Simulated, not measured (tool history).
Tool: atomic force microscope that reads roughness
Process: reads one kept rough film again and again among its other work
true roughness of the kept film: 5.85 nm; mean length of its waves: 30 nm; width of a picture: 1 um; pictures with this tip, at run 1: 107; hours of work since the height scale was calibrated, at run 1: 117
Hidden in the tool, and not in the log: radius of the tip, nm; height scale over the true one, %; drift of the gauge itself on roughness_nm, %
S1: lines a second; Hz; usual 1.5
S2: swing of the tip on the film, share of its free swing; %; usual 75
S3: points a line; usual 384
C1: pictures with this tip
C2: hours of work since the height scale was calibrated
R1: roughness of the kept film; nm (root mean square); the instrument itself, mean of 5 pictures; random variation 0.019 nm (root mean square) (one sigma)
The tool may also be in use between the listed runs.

run	hour	S1	S2	S3	C1	C2	R1
1	0	1.5	75	384	107	117	4.682
2	5.2	1.5	75	384	115	120	4.668
3	10.1	1.5	75	384	123	122	4.677
4	20.2	1.56	75	384	139	128	4.673
5	25.9	1.56	75	384	148	131	4.626
6	30.4	1.56	75	384	155	133	4.631
7	36.1	1.56	75	384	164	137	4.658
8	40.9	1.5	75	452	172	139	4.632
9	51.7	0.65	75	384	189	145	4.914
10	61.2	1.5	75	384	204	150	4.676
11	70	1.5	75	384	218	155	4.637
12	76.8	1.5	75	384	229	159	4.657
13	85.3	1.5	75	384	242	164	4.697
14	94.4	1.5	75	949	257	169	4.687
15	102.7	1.5	83	546	270	173	4.48
16	112.4	0.82	75	775	285	179	4.891
# hour 114.2: new tip fitted
17	121.4	0.82	75	775	12	183	4.894
18	131.6	0.69	79	775	28	189	4.879
19	142.7	0.69	79	775	45	195	4.903
20	150.9	1.53	74	445	58	200	4.664
21	158.5	1.5	75	282	70	204	4.603
22	164.5	1.5	78	282	80	207	4.559
23	171.1	1.5	70	384	90	211	4.792

Forecast each of these 5 alternatives for the next run:
A	181.1	0.6	68	394	106	216	?
B	181.1	1.5	80	824	106	216	?
C	181.1	0.58	66	760	106	216	?
D	181.1	1.52	75	384	106	216	?
E	181.1	1.5	75	827	106	216	?

run	R1
A	4.985
B	4.556
C	5.022
D	4.651
E	4.701
Without the tool's hidden state the same runs would have given:
run	R1
A	4.992
B	4.563
C	5.029
D	4.658
E	4.707
